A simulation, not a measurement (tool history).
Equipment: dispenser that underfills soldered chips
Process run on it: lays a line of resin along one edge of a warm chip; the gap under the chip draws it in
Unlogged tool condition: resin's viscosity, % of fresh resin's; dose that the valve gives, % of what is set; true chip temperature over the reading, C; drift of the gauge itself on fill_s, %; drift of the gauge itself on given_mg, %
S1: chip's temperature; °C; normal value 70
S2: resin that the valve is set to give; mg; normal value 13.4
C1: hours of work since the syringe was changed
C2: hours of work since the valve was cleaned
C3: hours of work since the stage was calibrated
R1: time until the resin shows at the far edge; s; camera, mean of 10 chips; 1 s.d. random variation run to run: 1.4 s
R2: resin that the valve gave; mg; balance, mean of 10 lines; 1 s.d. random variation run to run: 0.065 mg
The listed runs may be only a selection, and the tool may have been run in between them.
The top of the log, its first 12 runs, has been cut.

-- hour=67.7 new syringe of resin
run 13 hour=73.3 | S1=72 S2=13.4 | C1=4 C2=21 C3=289 | R1=158.0 R2=13.27
run 14 hour=78.6 | S1=70 S2=13.4 | C1=9 C2=25 C3=293 | R1=231.0 R2=13.40
-- hour=81.7 new syringe of resin
run 15 hour=84.2 | S1=70 S2=14.4 | C1=2 C2=29 C3=297 | R1=142.8 R2=14.24
run 16 hour=92.1 | S1=70 S2=14.4 | C1=8 C2=36 C3=303 | R1=222.4 R2=14.30
-- hour=95.6 new syringe of resin
run 17 hour=97.0 | S1=70 S2=14.4 | C1=1 C2=39 C3=307 | R1=133.1 R2=14.27
run 18 hour=102.9 | S1=70 S2=14.4 | C1=6 C2=44 C3=312 | R1=189.7 R2=14.02
-- hour=109.6 new syringe of resin
run 19 hour=110.5 | S1=70 S2=14.4 | C1=1 C2=50 C3=318 | R1=132.1 R2=14.03
run 20 hour=115.5 | S1=70 S2=15.1 | C1=5 C2=54 C3=322 | R1=171.7 R2=14.65
-- hour=123.8 new syringe of resin
run 21 hour=123.8 | S1=61 S2=14.8 | C1=0 C2=60 C3=328 | R1=186.4 R2=14.29
-- hour=130.6 dispensing valve cleaned and set on the balance
run 22 hour=130.6 | S1=81 S2=12.7 | C1=5 C2=0 C3=333 | R1=109.0 R2=12.66
run 23 hour=137.5 | S1=81 S2=12.7 | C1=10 C2=5 C3=338 | R1=161.9 R2=12.70
-- hour=138.9 new syringe of resin
run 24 hour=145.9 | S1=81 S2=12.7 | C1=6 C2=12 C3=344 | R1=115.8 R2=12.62
run 25 hour=149.7 | S1=61 S2=11.9 | C1=9 C2=15 C3=347 | R1=345.1 R2=11.78
-- hour=153.0 new syringe of resin
run 26 hour=158.2 | S1=61 S2=11.9 | C1=4 C2=21 C3=354 | R1=251.8 R2=11.84
run 27 hour=164.5 | S1=74 S2=16.3 | C1=9 C2=26 C3=359 | R1=194.8 R2=16.17
-- hour=167.0 new syringe of resin
run 28 hour=168.6 | S1=70 S2=16.3 | C1=1 C2=29 C3=362 | R1=133.7 R2=15.98
run 29 hour=172.4 | S1=59 S2=12.6 | C1=4 C2=33 C3=365 | R1=277.5 R2=12.45
run 30 hour=179.1 | S1=59 S2=12.6 | C1=10 C2=38 C3=370 | R1=397.5 R2=12.35

Forecast each of these 5 alternatives for the next run:
-- hour=181.2 new syringe of resin
run A hour=185.8 | S1=57 S2=12.6 | C1=4 C2=43 C3=375 | R1=? R2=?
-- hour=181.2 new syringe of resin
run B hour=185.8 | S1=64 S2=13.4 | C1=4 C2=43 C3=375 | R1=? R2=?
-- hour=181.2 new syringe of resin
run C hour=185.8 | S1=77 S2=13.4 | C1=4 C2=43 C3=375 | R1=? R2=?
-- hour=181.2 new syringe of resin
run D hour=185.8 | S1=63 S2=13.8 | C1=4 C2=43 C3=375 | R1=? R2=?
-- hour=181.2 new syringe of resin
run E hour=185.8 | S1=70 S2=16.0 | C1=4 C2=43 C3=375 | R1=? R2=?

run=A R1=287.8 R2=12.24
run=B R1=204.6 R2=13.09
run=C R1=116.8 R2=13.12
run=D R1=216.8 R2=13.43
run=E R1=158.4 R2=15.62
What these runs would have given with no unlogged condition in the tool:
run=A R1=250.7 R2=12.55
run=B R1=177.6 R2=13.42
run=C R1=100.4 R2=13.45
run=D R1=188.4 R2=13.77
run=E R1=137.2 R2=16.02

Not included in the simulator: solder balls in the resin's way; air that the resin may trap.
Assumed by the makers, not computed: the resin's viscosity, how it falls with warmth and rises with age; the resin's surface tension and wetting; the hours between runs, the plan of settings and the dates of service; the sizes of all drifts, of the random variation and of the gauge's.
